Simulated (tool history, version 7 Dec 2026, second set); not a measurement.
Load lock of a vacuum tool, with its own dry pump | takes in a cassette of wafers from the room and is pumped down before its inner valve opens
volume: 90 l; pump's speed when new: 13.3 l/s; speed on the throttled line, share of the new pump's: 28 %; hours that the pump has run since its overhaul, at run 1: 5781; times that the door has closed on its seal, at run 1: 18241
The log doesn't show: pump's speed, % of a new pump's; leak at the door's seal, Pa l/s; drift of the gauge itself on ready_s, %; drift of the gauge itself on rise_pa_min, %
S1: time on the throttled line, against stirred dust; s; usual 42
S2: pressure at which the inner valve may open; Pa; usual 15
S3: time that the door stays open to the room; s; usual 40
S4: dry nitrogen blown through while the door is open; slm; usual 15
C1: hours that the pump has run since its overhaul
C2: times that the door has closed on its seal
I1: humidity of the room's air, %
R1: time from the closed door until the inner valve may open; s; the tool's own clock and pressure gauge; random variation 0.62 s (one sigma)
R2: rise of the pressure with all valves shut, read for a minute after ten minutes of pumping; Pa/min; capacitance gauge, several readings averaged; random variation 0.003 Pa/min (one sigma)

| run | hour | S1 | S2 | S3 | S4 | C1 | C2 | I1 | R1 | R2 |
|---|---|---|---|---|---|---|---|---|---|---|
| 1 | 0 | 42 | 15 | 40 | 15 | 5781 | 18241 | 44.3 | 93.8 | 0.158 |
| 2 | 261.6 | 42 | 15 | 40 | 15 | 6043 | 19067 | 44.2 | 92.7 | 0.165 |
| 3 | 417.8 | 42 | 15 | 40 | 15 | 6199 | 19560 | 39.7 | 92.8 | 0.162 |
| 4 | 649.4 | 42 | 15 | 40 | 15 | 6431 | 20290 | 48.3 | 93.8 | 0.19 |
| 5 | 922.4 | 42 | 15 | 40 | 15 | 6704 | 21152 | 45.2 | 93.8 | 0.188 |
| 6 | 1159.5 | 42 | 15 | 40 | 15 | 6941 | 21900 | 43.9 | 94.8 | 0.204 |
| 7 | 1460.5 | 25 | 15 | 40 | 15 | 7242 | 22850 | 44 | 82.4 | 0.217 |
| 8 | 1606.4 | 25 | 15 | 40 | 15 | 7388 | 23310 | 42.9 | 83.2 | 0.224 |
| 9 | 1892.7 | 25 | 15 | 40 | 15 | 7674 | 24213 | 46.1 | 82.3 | 0.239 |
| 10 | 2150.6 | 42 | 11 | 133 | 15 | 7932 | 25027 | 43 | 98.3 | 0.264 |
| 11 | 2466.6 | 42 | 15 | 40 | 38 | 8248 | 26024 | 46.4 | 94.6 | 0.267 |
| 12 | 2736.7 | 40 | 15 | 101 | 38 | 8518 | 26876 | 41.7 | 94.1 | 0.277 |
| 13 | 2966.3 | 40 | 15 | 101 | 38 | 8747 | 27601 | 45.3 | 95.5 | 0.291 |
| 14 | 3200.4 | 40 | 15 | 101 | 38 | 8982 | 28339 | 42.2 | 95 | 0.311 |
| 15 | 3511.5 | 34 | 15 | 187 | 7 | 9293 | 29321 | 42.3 | 91 | 0.351 |
| 16 | 3727.2 | 34 | 16 | 43 | 7 | 9508 | 30002 | 46.1 | 91 | 0.335 |
| 17 | 4004.3 | 42 | 11 | 40 | 15 | 9785 | 30876 | 45 | 97.9 | 0.356 |
| 18 | 4273.2 | 83 | 15 | 54 | 15 | 10054 | 31724 | 45.5 | 124.4 | 0.366 |

3 ways to go on from here, each from the tool as it stands after run 18. What would each give?
| A | 4445.2 | 42 | 15 | 46 | 18 | 10226 | 32267 | 46.9 | ? | ? |
| B | 4445.2 | 42 | 13 | 40 | 6 | 10226 | 32267 | 44.9 | ? | ? |
| C | 4445.2 | 38 | 15 | 54 | 15 | 10226 | 32267 | 43.6 | ? | ? |

| run | R1 | R2 |
|---|---|---|
| A | 96.4 | 0.38 |
| B | 99.2 | 0.378 |
| C | 94 | 0.375 |
Without the tool's hidden state the same runs would have given:
| run | R1 | R2 |
|---|---|---|
| A | 89.8 | 0.015 |
| B | 92.2 | 0.022 |
| C | 87.1 | 0.019 |
